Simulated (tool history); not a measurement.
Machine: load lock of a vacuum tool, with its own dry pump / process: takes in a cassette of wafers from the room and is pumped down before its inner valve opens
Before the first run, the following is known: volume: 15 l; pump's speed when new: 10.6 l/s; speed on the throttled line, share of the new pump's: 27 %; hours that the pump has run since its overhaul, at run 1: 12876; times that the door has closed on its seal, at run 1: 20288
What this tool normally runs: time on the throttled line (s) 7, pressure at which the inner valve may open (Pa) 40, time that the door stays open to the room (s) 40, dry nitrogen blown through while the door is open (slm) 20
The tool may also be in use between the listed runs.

run      day  time on the throttled line (s)  pressure at which the inner valve may open (Pa)  time that the door stays open to the room (s)  dry nitrogen blown through while the door is open (slm)  hours that the pump has run since its overhaul  times that the door has closed on its seal  incoming humidity of the room's air, %  time from the closed door until the inner valve may open (s)  rise of the pressure with all valves shut (Pa/min)
  1    0.000                               7                                               40                                             40                                                       20                                           12876                                       20288                                    42.8                                                          18.7                                               0.144
  2   22.046                               6                                               40                                             40                                                       20                                           13405                                       21226                                    42.9                                                          18.1                                               0.142
  3   41.592                               6                                               40                                             40                                                       20                                           13874                                       22057                                    44.5                                                          18.0                                               0.151
  4   60.912                               6                                               40                                             40                                                       20                                           14338                                       22879                                    40.9                                                          18.4                                               0.158
      67.350  -- dry pump taken out, an overhauled one fitted
  5   76.742                               6                                               40                                             40                                                       20                                             225                                       23542                                    45.5                                                          15.7                                               0.170
  6   86.446                               6                                               40                                             40                                                       20                                             458                                       23955                                    42.8                                                          15.6                                               0.159
  7  105.888                               6                                               40                                             40                                                       20                                             925                                       24782                                    45.3                                                          15.8                                               0.172
  8  114.954                               7                                               40                                             40                                                       20                                            1142                                       25167                                    47.2                                                          16.5                                               0.184
  9  124.221                               7                                               40                                             40                                                       20                                            1365                                       25562                                    44.4                                                          16.4                                               0.171
 10  139.658                               7                                               40                                             87                                                       20                                            1735                                       26218                                    45.9                                                          16.4                                               0.203
 11  154.742                               7                                               40                                             87                                                       20                                            2097                                       26860                                    45.8                                                          16.7                                               0.202
 12  173.783                               7                                               40                                             40                                                       18                                            2554                                       27670                                    38.9                                                          16.9                                               0.181
 13  187.721                               7                                               40                                             40                                                       18                                            2889                                       28263                                    44.5                                                          16.6                                               0.202
 14  204.096                               7                                               54                                             40                                                       20                                            3282                                       28959                                    45.0                                                          16.3                                               0.200
 15  219.117                               6                                               40                                             40                                                       20                                            3642                                       29598                                    46.4                                                          16.2                                               0.206
 16  231.642                               7                                               40                                             40                                                       20                                            3943                                       30131                                    43.4                                                          16.9                                               0.206
 17  240.921                               7                                               40                                             40                                                       20                                            4166                                       30526                                    47.1                                                          16.8                                               0.212
 18  263.079                               7                                               40                                             40                                                       20                                            4697                                       31468                                    42.9                                                          17.0                                               0.219
 19  273.842                               7                                               40                                             40                                                       20                                            4956                                       31926                                    40.9                                                          16.8                                               0.216
 20  282.900                               9                                               40                                             40                                                       18                                            5173                                       32312                                    47.6                                                          18.7                                               0.228
 21  295.829                               8                                               40                                             40                                                       20                                            5483                                       32862                                    41.6                                                          17.8                                               0.227
 22  307.438                               8                                               40                                             40                                                       20                                            5762                                       33355                                    40.1                                                          17.7                                               0.223
 23  317.100                               8                                               40                                             40                                                        5                                            5994                                       33766                                    45.7                                                          17.9                                               0.266
 24  328.142                               9                                               40                                            115                                                       17                                            6259                                       34236                                    48.4                                                          18.7                                               0.277
 25  341.967                               5                                               40                                             67                                                       39                                            6591                                       34824                                    46.6                                                          16.0                                               0.237
 26  357.725                              11                                               54                                             33                                                       10                                            6969                                       35495                                    43.6                                                          19.7                                               0.258
 27  366.862                              11                                               54                                             33                                                       10                                            7188                                       35883                                    44.1                                                          19.4                                               0.258
 28  381.221                              11                                               54                                             33                                                       10                                            7533                                       36494                                    43.0                                                          19.7                                               0.265
 29  399.154                               7                                               40                                            211                                                       28                                            7963                                       37257                                    48.3                                                          17.5                                               0.299
 30  420.204                               7                                               53                                             40                                                       21                                            8468                                       38152                                    45.0                                                          17.1                                               0.267
 31  437.838                               4                                               31                                            155                                                       23                                            8892                                       38903                                    43.1                                                          15.9                                               0.302
 32  451.496                               7                                               60                                             73                                                       20                                            9219                                       39483                                    44.9                                                          16.9                                               0.282
 33  471.454                               7                                               45                                            115                                                       21                                            9698                                       40333                                    47.6                                                          17.7                                               0.320
 34  481.833                              13                                               43                                            143                                                        6                                            9948                                       40774                                    42.5                                                          21.6                                               0.350
 35  491.425                               6                                               77                                            132                                                        9                                           10178                                       41182                                    45.5                                                          16.2                                               0.350
 36  509.388                               7                                               68                                             29                                                       20                                           10609                                       41946                                    47.3                                                          17.2                                               0.298
 37  521.367                               9                                               71                                            239                                                        8                                           10896                                       42456                                    47.7                                                          18.2                                               0.396

Had the tool no unlogged condition, and each run kept its random variation, what would the results have been?
What the log doesn't record here: pump's speed, % of a new pump's; leak at the door's seal, Pa l/s; drift of the gauge itself on ready_s, %; drift of the gauge itself on rise_pa_min, %.
run  time from the closed door until the inner valve may open (s)  rise of the pressure with all valves shut (Pa/min)
  1                                                          16.4                                               0.059
  2                                                          15.7                                               0.051
  3                                                          15.5                                               0.056
  4                                                          15.7                                               0.055
  5                                                          15.7                                               0.063
  6                                                          15.6                                               0.052
  7                                                          15.7                                               0.059
  8                                                          16.4                                               0.068
  9                                                          16.2                                               0.053
 10                                                          16.1                                               0.080
 11                                                          16.4                                               0.076
 12                                                          16.5                                               0.049
 13                                                          16.2                                               0.067
 14                                                          15.9                                               0.058
 15                                                          15.7                                               0.059
 16                                                          16.3                                               0.057
 17                                                          16.2                                               0.061
 18                                                          16.3                                               0.060
 19                                                          16.1                                               0.054
 20                                                          18.0                                               0.065
 21                                                          17.0                                               0.060
 22                                                          16.9                                               0.051
 23                                                          17.0                                               0.088
 24                                                          17.8                                               0.096
 25                                                          15.0                                               0.051
 26                                                          18.9                                               0.068
 27                                                          18.5                                               0.063
 28                                                          18.8                                               0.063
 29                                                          16.3                                               0.095
 30                                                          15.9                                               0.054
 31                                                          14.3                                               0.081
 32                                                          15.6                                               0.063
 33                                                          16.1                                               0.087
 34                                                          20.4                                               0.115
 35                                                          14.7                                               0.108
 36                                                          15.6                                               0.047
 37                                                          16.7                                               0.145
